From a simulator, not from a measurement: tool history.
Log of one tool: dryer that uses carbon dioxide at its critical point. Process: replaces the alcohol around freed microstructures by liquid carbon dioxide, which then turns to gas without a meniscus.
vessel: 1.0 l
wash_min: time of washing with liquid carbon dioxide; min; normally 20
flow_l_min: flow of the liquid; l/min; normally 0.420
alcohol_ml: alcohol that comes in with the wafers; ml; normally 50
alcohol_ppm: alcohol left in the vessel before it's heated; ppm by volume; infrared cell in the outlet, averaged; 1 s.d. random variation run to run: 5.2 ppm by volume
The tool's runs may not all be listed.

{"run": 1, "hour": 0.0, "wash_min": 20, "flow_l_min": 0.42, "alcohol_ml": 50, "alcohol_ppm": 183}
{"run": 2, "hour": 23.1, "wash_min": 25, "flow_l_min": 0.42, "alcohol_ml": 50, "alcohol_ppm": 89}
{"run": 3, "hour": 34.4, "wash_min": 25, "flow_l_min": 0.42, "alcohol_ml": 50, "alcohol_ppm": 92}
{"run": 4, "hour": 53.1, "wash_min": 25, "flow_l_min": 0.42, "alcohol_ml": 50, "alcohol_ppm": 84}
{"run": 5, "hour": 71.7, "wash_min": 25, "flow_l_min": 0.42, "alcohol_ml": 50, "alcohol_ppm": 95}
{"run": 6, "hour": 82.7, "wash_min": 20, "flow_l_min": 0.42, "alcohol_ml": 50, "alcohol_ppm": 233}
{"run": 7, "hour": 106.3, "wash_min": 14, "flow_l_min": 0.264, "alcohol_ml": 23, "alcohol_ppm": 2037}
{"hour": 113.0, "done": "inlet filter changed"}
{"run": 8, "hour": 121.5, "wash_min": 14, "flow_l_min": 0.264, "alcohol_ml": 23, "alcohol_ppm": 1403}
{"run": 9, "hour": 132.7, "wash_min": 16, "flow_l_min": 0.32, "alcohol_ml": 84, "alcohol_ppm": 1714}
{"run": 10, "hour": 145.1, "wash_min": 16, "flow_l_min": 0.32, "alcohol_ml": 84, "alcohol_ppm": 1745}
{"run": 11, "hour": 155.9, "wash_min": 16, "flow_l_min": 0.596, "alcohol_ml": 92, "alcohol_ppm": 139}
{"run": 12, "hour": 174.2, "wash_min": 16, "flow_l_min": 0.596, "alcohol_ml": 92, "alcohol_ppm": 137}

Predict each of these 4 candidate next runs independently; none follows another, all start after run 12:
{"run": "A", "hour": 190.0, "wash_min": 25, "flow_l_min": 0.671, "alcohol_ml": 67, "alcohol_ppm": "?"}
{"run": "B", "hour": 190.0, "wash_min": 18, "flow_l_min": 0.342, "alcohol_ml": 30, "alcohol_ppm": "?"}
{"run": "C", "hour": 190.0, "wash_min": 25, "flow_l_min": 0.507, "alcohol_ml": 92, "alcohol_ppm": "?"}
{"run": "D", "hour": 190.0, "wash_min": 15, "flow_l_min": 0.376, "alcohol_ml": 24, "alcohol_ppm": "?"}

run=A alcohol_ppm=65
run=B alcohol_ppm=359
run=C alcohol_ppm=81
run=D alcohol_ppm=421
Stripped of hidden state, with their random variation kept, the same runs would have yielded:
run=A alcohol_ppm=0
run=B alcohol_ppm=262
run=C alcohol_ppm=13
run=D alcohol_ppm=319

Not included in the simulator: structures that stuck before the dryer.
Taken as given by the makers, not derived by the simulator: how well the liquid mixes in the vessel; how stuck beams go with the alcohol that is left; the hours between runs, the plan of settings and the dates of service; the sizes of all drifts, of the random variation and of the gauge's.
